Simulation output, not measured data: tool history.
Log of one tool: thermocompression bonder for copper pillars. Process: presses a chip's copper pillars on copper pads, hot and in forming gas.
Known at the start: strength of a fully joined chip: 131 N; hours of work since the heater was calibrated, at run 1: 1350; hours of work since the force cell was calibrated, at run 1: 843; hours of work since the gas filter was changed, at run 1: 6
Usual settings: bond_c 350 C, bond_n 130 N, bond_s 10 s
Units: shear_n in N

run,hour,bond_c,bond_n,bond_s,hours of work since the heater was calibrated,hours of work since the force cell was calibrated,hours of work since the gas filter was changed,shear_n
1,0.0,350,130,10,1350,843,6,66.2
2,48.5,350,130,10,1371,864,27,65.7
3,93.6,350,130,10,1390,883,46,65.8
4,126.5,350,130,10,1404,898,60,65.5
5,189.0,350,130,17,1431,924,87,76.5
6,234.6,349,130,10,1451,944,107,63.7
7,272.2,328,130,10,1467,960,123,51.7
8,298.0,350,130,10,1478,971,134,64.7
# hour 308.8: heater calibrated with a thermocouple chip
9,359.6,350,130,10,22,997,160,67.6
10,386.9,350,130,10,34,1008,171,67.3
11,422.0,373,130,10,49,1023,186,79.3
# hour 458.8: forming gas filter changed
12,458.8,373,130,10,64,1039,0,84.6
13,509.5,350,84,10,86,1061,22,49.4
14,564.8,350,130,10,110,1085,45,69.1
15,605.8,350,85,10,127,1102,63,49.7
16,646.9,350,85,10,145,1120,81,49.3
17,680.9,350,85,10,159,1134,95,48.7
18,736.4,350,99,10,183,1158,119,55.9
19,774.7,350,99,10,200,1175,136,55.6
20,813.3,350,99,10,216,1191,152,53.8
21,858.4,350,99,10,236,1211,171,54.7
22,903.1,356,122,9,255,1230,191,63.9
# hour 928.6: forming gas filter changed
23,965.8,356,94,8,282,1256,16,53.1
24,1018.3,320,173,7,304,1279,38,58.2
25,1065.2,320,173,7,324,1299,59,58.3
26,1120.2,320,173,7,348,1323,82,58.2
27,1150.3,320,173,7,361,1336,95,57.8
28,1195.8,350,97,10,380,1355,115,54.1
29,1249.9,358,86,7,403,1378,138,45.2
30,1277.2,358,86,7,415,1390,150,45.8
31,1337.9,334,127,10,441,1416,176,56.7
32,1395.0,350,105,26,466,1441,200,76.7
# hour 1400.7: forming gas filter changed
33,1446.2,350,105,26,487,1462,20,81.8
34,1482.6,350,83,12,503,1478,35,51.7
35,1545.2,380,86,12,530,1505,62,68.0
36,1573.5,380,86,14,542,1517,74,71.9
37,1634.9,342,154,23,568,1543,100,91.2
38,1680.5,376,81,6,588,1563,120,48.2
39,1707.9,359,84,9,600,1575,132,49.4
40,1754.3,350,128,10,620,1595,152,66.1

The same runs without the tool's hidden state, with the same run-to-run variation:
The hidden state here: true temperature of the bond over the reading, C; force that reaches the chip, % of what is set; oxide that the forming gas leaves, % of the face; drift of the gauge itself on shear_n, %.
run,shear_n
1,69.4
2,69.4
3,69.9
4,69.9
5,81.9
6,69.1
7,57.0
8,70.8
9,69.8
10,69.8
11,82.8
12,83.6
13,48.9
14,69.2
15,49.9
16,49.8
17,49.4
18,57.2
19,57.2
20,55.7
21,56.9
22,67.0
23,52.9
24,58.4
25,58.9
26,59.3
27,59.2
28,55.6
29,46.8
30,47.5
31,59.6
32,81.2
33,82.1
34,52.1
35,69.0
36,73.2
37,94.0
38,49.8
39,51.3
40,69.2
